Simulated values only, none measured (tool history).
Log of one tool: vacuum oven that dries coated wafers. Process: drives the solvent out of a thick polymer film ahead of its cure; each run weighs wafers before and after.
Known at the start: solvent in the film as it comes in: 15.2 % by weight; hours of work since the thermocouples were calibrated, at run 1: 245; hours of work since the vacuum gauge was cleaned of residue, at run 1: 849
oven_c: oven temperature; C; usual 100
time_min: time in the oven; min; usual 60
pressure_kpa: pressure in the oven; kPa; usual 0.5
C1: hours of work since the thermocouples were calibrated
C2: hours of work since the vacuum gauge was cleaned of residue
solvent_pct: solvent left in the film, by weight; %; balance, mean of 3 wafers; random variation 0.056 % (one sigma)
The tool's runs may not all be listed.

run 1 hour=0 | oven_c=100 time_min=60 pressure_kpa=0.5 | C1=245 C2=849 | solvent_pct=2.62
run 2 hour=7.3 | oven_c=100 time_min=60 pressure_kpa=0.5 | C1=248 C2=853 | solvent_pct=2.64
run 3 hour=17.6 | oven_c=100 time_min=95 pressure_kpa=0.5 | C1=253 C2=858 | solvent_pct=1.24
run 4 hour=34.5 | oven_c=100 time_min=60 pressure_kpa=1.709 | C1=261 C2=866 | solvent_pct=3.24
run 5 hour=44.9 | oven_c=100 time_min=60 pressure_kpa=1.709 | C1=266 C2=871 | solvent_pct=3.36
run 6 hour=60.8 | oven_c=100 time_min=60 pressure_kpa=0.5 | C1=274 C2=878 | solvent_pct=2.68
run 7 hour=69 | oven_c=100 time_min=60 pressure_kpa=0.5 | C1=278 C2=882 | solvent_pct=2.7
run 8 hour=83.9 | oven_c=100 time_min=60 pressure_kpa=0.5 | C1=285 C2=889 | solvent_pct=2.63
run 9 hour=91.5 | oven_c=92 time_min=60 pressure_kpa=0.5 | C1=289 C2=893 | solvent_pct=4.75
run 10 hour=105.3 | oven_c=100 time_min=60 pressure_kpa=0.5 | C1=295 C2=900 | solvent_pct=2.79
run 11 hour=117.7 | oven_c=102 time_min=60 pressure_kpa=0.5 | C1=301 C2=906 | solvent_pct=2.29
run 12 hour=125.3 | oven_c=102 time_min=60 pressure_kpa=0.5 | C1=305 C2=909 | solvent_pct=2.28
-- hour=128.2 vacuum gauge cleaned of residue and calibrated
run 13 hour=141.1 | oven_c=102 time_min=60 pressure_kpa=0.5 | C1=312 C2=6 | solvent_pct=2.27

Run 14 comes next. What will it give?
run 14 hour=156.4 | oven_c=102 time_min=60 pressure_kpa=0.5 | C1=319 C2=14 | solvent_pct=?

Run 14 gave solvent_pct 2.27 %.
Without the tool's hidden state the same run would have given solvent_pct 1.97 %.
